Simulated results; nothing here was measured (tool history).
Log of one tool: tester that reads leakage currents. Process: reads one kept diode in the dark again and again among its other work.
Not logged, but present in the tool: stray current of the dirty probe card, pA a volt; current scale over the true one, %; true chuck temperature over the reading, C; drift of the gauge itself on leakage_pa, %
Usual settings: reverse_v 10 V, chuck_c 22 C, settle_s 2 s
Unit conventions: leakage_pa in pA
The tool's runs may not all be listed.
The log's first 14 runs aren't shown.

run    hour  reverse_v  chuck_c  settle_s  hours of work since the probe card was cleaned  hours of work since the tester was calibrated  hours of work since the chuck was calibrated  leakage_pa
 15   666.4         10       22         2                                            2285                                           1392                                           611       99.37
 16   699.9         10       22         2                                            2311                                           1417                                           637       98.95
 17   729.9         10       22         2                                            2334                                           1441                                           660        99.6
 18     780        8.8       22         2                                            2373                                           1479                                           699       94.55
 19   839.2         10       54         2                                            2418                                           1525                                           744      922.24
 20     904         10       54         2                                            2468                                           1574                                           794       923.2
 21   959.3         10       54         2                                            2511                                           1617                                           837      926.36
 22  1021.9        4.1       24      5.58                                            2559                                           1665                                           885       81.72
 23  1065.7        3.7       55         2                                            2592                                           1699                                           919      700.73
 24  1127.5        4.2       46      6.21                                            2640                                           1746                                           966      403.28
 25  1167.6        7.3       22       8.9                                            2671                                           1777                                           997       89.23
 26  1194.1        8.7       36      1.72                                            2691                                           1798                                          1017      259.05
 27  1250.2        8.5       41      2.08                                            2734                                           1841                                          1060      366.33
 28  1291.2        8.5       41      2.08                                            2766                                           1872                                          1092       368.9
 29  1343.9        8.5       41      2.08                                            2806                                           1913                                          1133      368.22
 30  1383.8        8.5       41      2.08                                            2837                                           1944                                          1163      367.92
 31  1421.6         10       44         2                                            2866                                           1973                                          1192      482.78
 32  1450.5         10       44      2.61                                            2888                                           1995                                          1215      477.83
 33  1506.7         16       38       0.5                                            2932                                           2038                                          1258      379.93
 34  1533.9        7.9       38      1.04                                            2952                                           2059                                          1279      292.42
 35  1571.2         10       21      0.45                                            2981                                           2088                                          1307       98.98

The next listed run, before its measurement:
 36  1597.3         10       21      0.45                                            3001                                           2108                                          1327           ?

{"run 36": {"leakage_pa": 98.7}}
With the hidden condition absent and the run-to-run variation left alone, this run would have shown leakage_pa 81.8 pA.
